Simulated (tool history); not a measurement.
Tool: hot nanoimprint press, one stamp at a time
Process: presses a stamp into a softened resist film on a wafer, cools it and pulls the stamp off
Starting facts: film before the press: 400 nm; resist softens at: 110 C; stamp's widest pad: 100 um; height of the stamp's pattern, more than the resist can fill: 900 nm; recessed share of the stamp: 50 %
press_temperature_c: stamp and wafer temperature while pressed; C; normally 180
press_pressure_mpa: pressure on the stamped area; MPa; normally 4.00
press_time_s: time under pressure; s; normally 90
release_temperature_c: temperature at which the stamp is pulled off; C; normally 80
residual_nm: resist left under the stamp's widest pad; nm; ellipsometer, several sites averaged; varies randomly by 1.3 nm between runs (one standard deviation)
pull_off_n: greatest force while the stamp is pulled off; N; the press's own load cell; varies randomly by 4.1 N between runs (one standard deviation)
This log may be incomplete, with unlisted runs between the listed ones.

Run 1, hour 0.0: usual settings. Result: residual_nm 197.1 nm, pull_off_n 222 N.
Run 2, hour 11.0: usual settings. Result: residual_nm 197.0 nm, pull_off_n 225 N.
Run 3, hour 17.6: usual settings but release_temperature_c 81 C. Result: residual_nm 198.5 nm, pull_off_n 215 N.
Run 4, hour 24.6: usual settings but release_temperature_c 81 C. Result: residual_nm 197.4 nm, pull_off_n 217 N.
Run 5, hour 30.8: usual settings. Result: residual_nm 197.7 nm, pull_off_n 217 N.
Run 6, hour 42.3: usual settings. Result: residual_nm 197.8 nm, pull_off_n 223 N.
Run 7, hour 53.0: usual settings but press_time_s 47 s. Result: residual_nm 243.3 nm, pull_off_n 216 N.
Run 8, hour 63.3: usual settings. Result: residual_nm 197.7 nm, pull_off_n 220 N.
Run 9, hour 73.9: usual settings. Result: residual_nm 198.8 nm, pull_off_n 226 N.
Run 10, hour 85.2: usual settings but press_temperature_c 188 C. Result: residual_nm 164.3 nm, pull_off_n 220 N.
Run 11, hour 90.4: usual settings. Result: residual_nm 199.4 nm, pull_off_n 220 N.
Run 12, hour 101.5: usual settings but press_pressure_mpa 6.36 MPa. Result: residual_nm 155.4 nm, pull_off_n 227 N.
Run 13, hour 108.3: usual settings but press_pressure_mpa 6.36 MPa. Result: residual_nm 154.0 nm, pull_off_n 213 N.
Run 14, hour 120.0: usual settings but release_temperature_c 71 C. Result: residual_nm 200.2 nm, pull_off_n 269 N.
Run 15, hour 126.6: usual settings but release_temperature_c 71 C. Result: residual_nm 199.4 nm, pull_off_n 278 N.
Run 16, hour 135.9: usual settings but release_temperature_c 71 C. Result: residual_nm 200.7 nm, pull_off_n 263 N.
Run 17, hour 141.1: usual settings but release_temperature_c 71 C. Result: residual_nm 200.6 nm, pull_off_n 265 N.
Run 18, hour 150.7: usual settings but press_temperature_c 192 C, press_pressure_mpa 5.94 MPa, press_time_s 152 s, release_temperature_c 84 C. Result: residual_nm 98.3 nm, pull_off_n 205 N.
Run 19, hour 156.2: usual settings but press_temperature_c 170 C, press_pressure_mpa 4.48 MPa, release_temperature_c 78 C. Result: residual_nm 239.4 nm, pull_off_n 235 N.
Run 20, hour 163.2: usual settings but press_temperature_c 170 C, press_pressure_mpa 4.80 MPa, press_time_s 55 s, release_temperature_c 87 C. Result: residual_nm 267.9 nm, pull_off_n 193 N.
At hour 166.7: plate thermocouple calibrated.
Run 21, hour 175.3: usual settings but press_temperature_c 192 C, press_pressure_mpa 4.80 MPa, press_time_s 55 s, release_temperature_c 75 C. Result: residual_nm 162.4 nm, pull_off_n 255 N.
Run 22, hour 185.7: usual settings but press_temperature_c 192 C, press_pressure_mpa 4.80 MPa, press_time_s 55 s, release_temperature_c 75 C. Result: residual_nm 160.3 nm, pull_off_n 250 N.
Run 23, hour 196.2: usual settings but press_temperature_c 192 C, press_pressure_mpa 4.80 MPa, press_time_s 55 s, release_temperature_c 75 C. Result: residual_nm 162.1 nm, pull_off_n 262 N.
Run 24, hour 207.8: usual settings but press_temperature_c 192 C, press_pressure_mpa 3.87 MPa, press_time_s 124 s, release_temperature_c 69 C. Result: residual_nm 137.5 nm, pull_off_n 286 N.
Run 25, hour 215.4: usual settings but press_temperature_c 190 C, press_pressure_mpa 3.10 MPa. Result: residual_nm 184.1 nm, pull_off_n 236 N.
At hour 224.9: plate thermocouple calibrated, once more.
Run 26, hour 227.9: usual settings but press_temperature_c 190 C, press_pressure_mpa 3.10 MPa. Result: residual_nm 177.7 nm, pull_off_n 227 N.
Run 27, hour 235.1: usual settings but press_temperature_c 190 C, press_pressure_mpa 5.31 MPa, press_time_s 101 s. Result: residual_nm 126.4 nm, pull_off_n 230 N.
Run 28, hour 242.8: usual settings but press_temperature_c 190 C, press_pressure_mpa 5.31 MPa, press_time_s 103 s, release_temperature_c 70 C. Result: residual_nm 125.3 nm, pull_off_n 283 N.
Run 29, hour 251.6: usual settings but press_temperature_c 177 C, press_pressure_mpa 5.31 MPa, press_time_s 159 s, release_temperature_c 70 C. Result: residual_nm 152.4 nm, pull_off_n 273 N.

Below are 3 alternative next runs, each starting from the tool's condition after run 29. Predict each:
Run A, hour 261.2: usual settings but press_temperature_c 177 C, press_pressure_mpa 4.50 MPa, press_time_s 159 s, release_temperature_c 70 C. Result: residual_nm ?, pull_off_n ?.
Run B, hour 261.2: usual settings but press_temperature_c 177 C, press_pressure_mpa 2.70 MPa, press_time_s 159 s, release_temperature_c 65 C. Result: residual_nm ?, pull_off_n ?.
Run C, hour 261.2: usual settings but press_pressure_mpa 6.38 MPa, release_temperature_c 76 C. Result: residual_nm ?, pull_off_n ?.

run  residual_nm  pull_off_n
  A        166.2         274
  B        214.7         315
  C        154.6         243
What these runs would have given with no unlogged condition in the tool:
run  residual_nm  pull_off_n
  A        163.5         236
  B        212.7         273
  C        151.0         210

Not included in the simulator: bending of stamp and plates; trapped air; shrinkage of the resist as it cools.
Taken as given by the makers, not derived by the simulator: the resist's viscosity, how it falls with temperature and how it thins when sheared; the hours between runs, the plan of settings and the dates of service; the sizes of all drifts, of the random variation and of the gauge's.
